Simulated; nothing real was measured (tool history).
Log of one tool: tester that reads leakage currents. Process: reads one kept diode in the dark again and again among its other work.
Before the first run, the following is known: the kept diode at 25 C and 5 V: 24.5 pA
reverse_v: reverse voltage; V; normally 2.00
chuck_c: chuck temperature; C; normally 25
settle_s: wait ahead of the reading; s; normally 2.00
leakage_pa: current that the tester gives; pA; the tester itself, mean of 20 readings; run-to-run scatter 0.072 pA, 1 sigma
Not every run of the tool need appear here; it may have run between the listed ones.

| run | day | reverse_v | chuck_c | settle_s | leakage_pa |
|---|---|---|---|---|---|
| 1 | 0.000 | 2.00 | 25 | 2.00 | 20.41 |
| 2 | 2.004 | 2.00 | 25 | 2.00 | 20.56 |
| 3 | 3.404 | 2.00 | 25 | 2.00 | 20.69 |
| 4 | 5.508 | 2.00 | 25 | 2.00 | 20.60 |
| 5 | 6.933 | 2.00 | 57 | 2.00 | 266.58 |
| 6 | 8.517 | 2.00 | 25 | 2.00 | 20.83 |
| 7 | 10.488 | 2.00 | 25 | 2.00 | 20.92 |
| 8 | 11.783 | 2.00 | 25 | 2.00 | 18.00 |
| 9 | 13.762 | 2.00 | 25 | 2.00 | 17.96 |
| 10 | 14.804 | 2.00 | 25 | 2.00 | 18.03 |
| 11 | 16.838 | 2.00 | 25 | 2.00 | 18.12 |
| 12 | 17.871 | 2.00 | 25 | 2.00 | 18.16 |
| 13 | 19.254 | 7.18 | 25 | 2.00 | 31.81 |
| 14 | 20.938 | 7.18 | 25 | 2.00 | 31.91 |
| 15 | 21.983 | 7.18 | 25 | 0.52 | 35.24 |
| 16 | 23.779 | 7.18 | 25 | 0.52 | 35.03 |
| 17 | 24.838 | 7.18 | 25 | 0.52 | 35.08 |
| 18 | 25.833 | 7.18 | 25 | 6.52 | 31.25 |
| 19 | 27.400 | 2.00 | 25 | 2.00 | 18.31 |
| 20 | 28.300 | 2.00 | 25 | 2.00 | 18.45 |
| 21 | 30.375 | 2.00 | 25 | 2.00 | 18.40 |
| 22 | 31.650 | 16.23 | 22 | 7.90 | 36.69 |
| 23 | 33.242 | 17.98 | 20 | 1.06 | 37.74 |
| 24 | 34.817 | 4.67 | 42 | 0.67 | 109.88 |
| 25 | 36.925 | 4.67 | 42 | 0.67 | 108.62 |
| 26 | 38.867 | 2.00 | 51 | 2.04 | 156.36 |
| 27 | 40.946 | 4.51 | 33 | 0.45 | 53.08 |
| 28 | 41.900 | 6.53 | 25 | 9.58 | 28.90 |
| 29 | 43.029 | 6.53 | 25 | 9.58 | 28.96 |
| 30 | 44.408 | 2.00 | 25 | 1.23 | 18.51 |
| 31 | 46.133 | 2.00 | 25 | 1.23 | 18.50 |
| 32 | 48.050 | 3.52 | 35 | 1.62 | 54.82 |
| 33 | 49.542 | 3.61 | 36 | 1.69 | 60.21 |
| 34 | 51.650 | 3.61 | 36 | 1.69 | 60.74 |
| 35 | 53.725 | 11.06 | 55 | 1.22 | 425.96 |
| 36 | 55.879 | 1.15 | 25 | 0.65 | 15.27 |
| 37 | 57.638 | 1.34 | 21 | 0.88 | 11.35 |
| 38 | 58.775 | 1.34 | 37 | 0.88 | 44.72 |
| 39 | 59.683 | 3.06 | 37 | 0.88 | 62.80 |

Missing from the log above: 3 entries noted between runs. For each, name the pair of listed runs it sits between and say how the tool's hidden condition differs from the listed run just before to the listed run just after:
Logged between run 7 and run 8: chuck's temperature calibrated (day 10.758)
  stray current of the dirty probe card, pA a volt: 0.247 -> 0.249; current scale over the true one, %: 0.15 -> 0.16; true chuck temperature over the reading, C: 1.74 -> 0.04
  measured value less the no-hidden-state value, leakage_pa: +3.40 -> +0.55 pA
Logged between run 20 and run 21: probe card cleaned and baked (day 28.533)
  stray current of the dirty probe card, pA a volt: 0.284 -> 0.315; current scale over the true one, %: 0.32 -> 0.34; true chuck temperature over the reading, C: 0.27 -> 0.3
  measured value less the no-hidden-state value, leakage_pa: +1.01 -> +1.12 pA
Logged between run 24 and run 25: probe card cleaned and baked, once more (day 35.771)
  stray current of the dirty probe card, pA a volt: 0.325 -> 0.029; current scale over the true one, %: 0.38 -> 0.4; true chuck temperature over the reading, C: 0.36 -> 0.39
  measured value less the no-hidden-state value, leakage_pa: +4.91 -> +3.80 pA
